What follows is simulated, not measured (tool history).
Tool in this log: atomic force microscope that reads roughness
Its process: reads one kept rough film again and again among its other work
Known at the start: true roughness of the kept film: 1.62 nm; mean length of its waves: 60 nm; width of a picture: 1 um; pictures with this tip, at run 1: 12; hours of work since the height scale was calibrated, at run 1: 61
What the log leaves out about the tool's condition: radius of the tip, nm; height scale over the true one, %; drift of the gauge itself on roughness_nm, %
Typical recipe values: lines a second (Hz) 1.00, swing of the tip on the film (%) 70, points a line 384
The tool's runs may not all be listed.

run	day	lines a second (Hz)	swing of the tip on the film (%)	points a line	pictures with this tip	hours of work since the height scale was calibrated	roughness of the kept film (nm (root mean square))
1	0.000	1.00	70	384	12	61	1.554
2	0.712	1.00	70	384	29	71	1.551
3	1.171	1.00	70	384	39	78	1.550
4	1.638	1.00	80	384	50	84	1.532
5	2.142	1.00	70	384	63	91	1.550
6	2.808	0.85	70	384	78	101	1.556
7	3.254	2.27	70	384	89	107	1.508
8	3.971	2.27	70	384	106	117	1.513
9	4.312	2.27	70	384	114	122	1.511
10	4.738	2.27	70	384	124	128	1.519
11	5.467	2.27	70	384	142	138	1.517
12	5.879	2.27	70	753	152	144	1.513
13	6.233	3.02	70	753	160	149	1.485
14	6.608	3.02	70	753	169	154	1.488
# day 6.696: new tip fitted
15	7.192	1.73	70	384	11	162	1.528
16	7.808	1.20	78	700	26	171	1.520
17	8.221	1.00	72	384	36	176	1.549
18	8.662	1.00	72	384	46	183	1.552
19	9.000	1.00	66	312	54	187	1.554
20	9.375	1.00	66	312	63	193	1.565
21	10.038	1.75	76	301	79	202	1.500
22	10.617	1.10	78	384	93	210	1.532
23	11.046	2.42	70	384	103	216	1.504
24	11.771	2.42	77	322	120	226	1.466
25	12.512	1.00	70	688	138	237	1.551
26	12.996	1.00	77	384	150	244	1.533
27	13.704	1.68	77	894	167	254	1.518
# day 13.925: new tip fitted
28	14.071	1.09	60	748	4	258	1.560
29	14.558	1.16	58	748	15	265	1.566

3 options for the next run, each taken on its own from the tool as it stands now. Forecast them:
A	15.025	1.76	58	748	27	272	?
B	15.025	0.63	63	384	27	272	?
C	15.025	3.53	58	510	27	272	?

run	roughness of the kept film (nm (root mean square))
A	1.558
B	1.574
C	1.539
Had the tool no hidden state, the same runs would have come out as:
run	roughness of the kept film (nm (root mean square))
A	1.558
B	1.574
C	1.539
